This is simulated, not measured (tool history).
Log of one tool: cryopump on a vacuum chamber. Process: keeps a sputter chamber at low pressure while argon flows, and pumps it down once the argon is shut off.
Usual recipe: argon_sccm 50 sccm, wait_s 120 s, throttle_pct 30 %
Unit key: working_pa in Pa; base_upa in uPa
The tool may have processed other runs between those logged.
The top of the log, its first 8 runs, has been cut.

run    hour  argon_sccm  wait_s  throttle_pct  hours of work since the pump was warmed up and emptied  hours of work since the cold head was overhauled  hours of work since the chamber's fittings were tightened  working_pa  base_upa
  9   270.1          50     120            30                                                     435                                               435                                                       1246      0.1597      1.26
 10   300.5          50     120            30                                                     456                                               456                                                       1267      0.1595      1.32
 11   331.1          50     290            30                                                     478                                               478                                                       1289      0.1599      0.93
 12   358.5          50     290            30                                                     497                                               497                                                       1308      0.1612      0.92
 13   393.5          50     120            30                                                     522                                               522                                                       1333      0.1614      1.33
 14   423.0          50     120            30                                                     543                                               543                                                       1354      0.1614      1.36
 15   471.5          50     120            22                                                     577                                               577                                                       1388      0.2167      1.39
 16   509.4          22     120            30                                                     604                                               604                                                       1415      0.0719      1.36
 17   533.5          22     120            30                                                     621                                               621                                                       1432      0.0718      1.44
 18   575.9          22     120            30                                                     651                                               651                                                       1462      0.0727      1.45
 19   624.6          40     284            30                                                     685                                               685                                                       1496      0.1315      1.07
 20   665.1          37     154            15                                                     714                                               714                                                       1525      0.2338      1.36
 21   691.3          91      28            46                                                     733                                               733                                                       1544      0.2033      3.67
 22   727.3          46     162            17                                                     758                                               758                                                       1569      0.2628      1.34
 23   756.3          91     160            59                                                     779                                               779                                                       1590      0.1636      1.32
 24   785.3          50     120            19                                                     799                                               799                                                       1610      0.2548      1.51
 25   816.0          50     120            19                                                     821                                               821                                                       1632      0.2556      1.51
 26   859.9          41      34            59                                                     852                                               852                                                       1663      0.0756      3.15
 27   900.3          41      34            59                                                     880                                               880                                                       1691      0.0765      3.18
 28   928.5          50     261            30                                                     900                                               900                                                       1711      0.1696      1.31
 29   958.6          23     261            24                                                     921                                               921                                                       1733      0.0951      1.29
 30   998.7          82     254            36                                                     950                                               950                                                       1761      0.2346      1.32
 31  1032.8          82     254            36                                                     974                                               974                                                       1785      0.2360      1.40
 32  1080.1          82     254            31                                                    1007                                              1007                                                       1818      0.2728      1.36
     1097.0  -- pump warmed up, emptied and cooled again
 33  1133.2          64     120            38                                                      26                                              1041                                                       1852      0.1548      1.45

Forecast each of these 4 alternatives for the next run:
  A  1153.8          22     132            48                                                      40                                              1056                                                       1867           ?         ?
  B  1153.8          50     120            36                                                      40                                              1056                                                       1867           ?         ?
  C  1153.8          30     120            18                                                      40                                              1056                                                       1867           ?         ?
  D  1153.8          42     120            38                                                      40                                              1056                                                       1867           ?         ?

run  working_pa  base_upa
  A      0.0430      1.41
  B      0.1284      1.46
  C      0.1537      1.42
  D      0.1032      1.44
Stripped of hidden state, with their random variation kept, the same runs would have yielded:
run  working_pa  base_upa
  A      0.0423      0.76
  B      0.1268      0.81
  C      0.1528      0.77
  D      0.1019      0.79
